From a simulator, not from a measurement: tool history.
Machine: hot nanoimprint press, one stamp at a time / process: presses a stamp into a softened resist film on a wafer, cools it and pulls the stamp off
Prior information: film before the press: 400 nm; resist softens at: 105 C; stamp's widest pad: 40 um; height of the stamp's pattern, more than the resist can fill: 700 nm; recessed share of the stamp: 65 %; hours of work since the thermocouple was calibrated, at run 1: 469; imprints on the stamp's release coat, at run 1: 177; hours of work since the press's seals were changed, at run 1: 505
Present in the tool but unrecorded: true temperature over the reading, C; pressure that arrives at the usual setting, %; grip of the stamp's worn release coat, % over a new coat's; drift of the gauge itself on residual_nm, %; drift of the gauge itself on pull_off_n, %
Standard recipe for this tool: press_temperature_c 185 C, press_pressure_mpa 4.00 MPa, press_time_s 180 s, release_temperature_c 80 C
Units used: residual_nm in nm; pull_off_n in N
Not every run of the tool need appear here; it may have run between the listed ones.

run,hour,press_temperature_c,press_pressure_mpa,press_time_s,release_temperature_c,hours of work since the thermocouple was calibrated,imprints on the stamp's release coat,hours of work since the press's seals were changed,residual_nm,pull_off_n
1,0.0,185,4.00,180,80,469,177,505,167.1,123
# hour 43.7: plate thermocouple calibrated
2,61.5,185,4.00,134,80,14,416,550,188.4,125
3,110.6,185,4.00,134,80,51,617,587,188.5,124
# hour 153.3: stamp cleaned and given a new release coat
4,153.3,185,4.00,282,80,80,0,616,139.5,123
5,195.2,185,4.00,282,80,112,171,648,138.6,122
6,259.7,185,4.00,282,80,161,435,697,137.1,122
7,334.9,185,4.00,180,80,219,743,755,167.1,125
# hour 346.2: stamp cleaned and given a new release coat
8,409.5,185,4.00,180,80,272,259,808,167.5,123
9,483.4,185,4.00,180,80,328,562,864,166.9,126
10,523.5,185,4.00,180,80,359,726,895,165.7,125
# hour 541.5: stamp cleaned and given a new release coat
11,599.3,185,4.00,180,80,413,237,949,167.7,124
# hour 663.4: press's hydraulic seals changed and the load cell set to zero
12,674.0,185,4.00,180,80,464,510,8,166.7,125
13,712.6,185,4.00,180,80,493,668,38,165.5,125
# hour 727.4: plate thermocouple calibrated
# hour 746.7: stamp cleaned and given a new release coat
14,769.5,185,4.00,180,80,28,93,75,168.6,124
15,833.6,185,4.00,180,80,77,355,124,167.5,124
16,891.3,190,6.13,180,80,121,592,168,110.6,124
# hour 942.7: stamp cleaned and given a new release coat
17,962.7,190,6.13,180,80,171,81,218,110.8,124
18,1024.6,190,6.13,180,80,219,335,266,110.7,125
19,1085.6,185,3.66,180,80,266,585,313,173.3,126
# hour 1134.9: stamp cleaned and given a new release coat
20,1163.8,185,3.66,180,80,321,118,368,172.6,124
21,1240.0,194,3.66,112,80,380,430,426,147.9,127
22,1293.1,194,3.66,112,80,420,648,467,147.5,125
# hour 1330.8: stamp cleaned and given a new release coat
23,1358.7,179,3.66,157,76,466,114,513,230.3,132
24,1395.5,185,4.00,180,85,494,265,541,166.6,116
# hour 1405.7: plate thermocouple calibrated
25,1465.0,194,3.14,180,85,45,537,592,129.4,113
# hour 1526.5: stamp cleaned and given a new release coat
26,1531.7,194,2.60,120,79,92,21,639,165.5,125
27,1565.7,185,4.00,180,65,118,161,665,168.1,151
28,1640.7,185,4.00,180,65,176,468,722,167.3,150
# hour 1719.7: stamp cleaned and given a new release coat
29,1720.2,185,5.63,180,80,232,2,779,143.2,124
30,1796.8,185,4.00,227,80,291,315,838,150.3,124

What would each run have given without the hidden state, its run-to-run variation left as it was?
run,residual_nm
1,167.6
2,188.2
3,188.3
4,139.3
5,138.4
6,137.0
7,167.1
8,167.6
9,167.0
10,165.9
11,167.9
12,167.3
13,166.0
14,168.6
15,167.7
16,110.7
17,110.9
18,110.9
19,173.7
20,173.0
21,148.3
22,147.9
23,231.1
24,167.2
25,129.4
26,165.5
27,168.1
28,167.4
29,143.2
30,150.4
For pull_off_n, the value without the hidden state is never more than 1 N from the measured value.
